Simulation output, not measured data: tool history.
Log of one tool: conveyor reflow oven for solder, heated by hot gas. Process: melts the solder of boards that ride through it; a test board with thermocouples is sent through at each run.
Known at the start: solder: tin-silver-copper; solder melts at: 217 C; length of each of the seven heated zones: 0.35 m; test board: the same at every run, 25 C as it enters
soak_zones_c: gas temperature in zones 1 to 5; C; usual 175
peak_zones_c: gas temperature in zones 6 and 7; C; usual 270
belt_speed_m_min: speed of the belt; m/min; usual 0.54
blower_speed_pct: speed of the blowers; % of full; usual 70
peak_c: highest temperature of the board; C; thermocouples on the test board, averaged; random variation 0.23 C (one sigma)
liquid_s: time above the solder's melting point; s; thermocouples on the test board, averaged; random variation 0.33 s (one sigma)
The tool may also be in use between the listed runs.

Run 1, day 0: usual settings. Result: peak_c 257.5 C, liquid_s 64.3 s.
Run 2, day 1.962: usual settings. Result: peak_c 257.3 C, liquid_s 63.3 s.
Run 3, day 4.079: usual settings. Result: peak_c 257.2 C, liquid_s 63.6 s.
Run 4, day 5.225: usual settings. Result: peak_c 257.3 C, liquid_s 63.8 s.
Run 5, day 7.283: usual settings. Result: peak_c 257.1 C, liquid_s 64.1 s.
At day 7.975: flux residue cleaned out of gas plates and filters.
Run 6, day 8.812: usual settings but blower_speed_pct 51 % of full. Result: peak_c 255.7 C, liquid_s 62.4 s.
Run 7, day 10.808: usual settings but blower_speed_pct 51 % of full. Result: peak_c 255.6 C, liquid_s 62.7 s.
Run 8, day 11.683: usual settings. Result: peak_c 259.1 C, liquid_s 66 s.
Run 9, day 13.621: usual settings. Result: peak_c 259 C, liquid_s 65.7 s.
Run 10, day 15.167: usual settings but soak_zones_c 183 C. Result: peak_c 260.4 C, liquid_s 68.9 s.
Run 11, day 16.533: usual settings but soak_zones_c 182 C, peak_zones_c 280 C, belt_speed_m_min 0.53 m/min, blower_speed_pct 80 % of full. Result: peak_c 271.1 C, liquid_s 75.9 s.
Run 12, day 17.658: usual settings but soak_zones_c 182 C, peak_zones_c 280 C, belt_speed_m_min 0.608 m/min, blower_speed_pct 60 % of full. Result: peak_c 263.8 C, liquid_s 62.3 s.
Run 13, day 19.221: usual settings but soak_zones_c 185 C, peak_zones_c 271 C, belt_speed_m_min 0.452 m/min, blower_speed_pct 60 % of full. Result: peak_c 264 C, liquid_s 86.7 s.

The next listed run, before its measurement:
Run 14, day 21.342: usual settings but soak_zones_c 176 C, blower_speed_pct 51 % of full. Result: peak_c ?, liquid_s ?.

Run 14 gave peak_c 255.4 C, liquid_s 63.5 s.
Without the tool's hidden state the same run would have given peak_c 254.4 C, liquid_s 61.3 s.

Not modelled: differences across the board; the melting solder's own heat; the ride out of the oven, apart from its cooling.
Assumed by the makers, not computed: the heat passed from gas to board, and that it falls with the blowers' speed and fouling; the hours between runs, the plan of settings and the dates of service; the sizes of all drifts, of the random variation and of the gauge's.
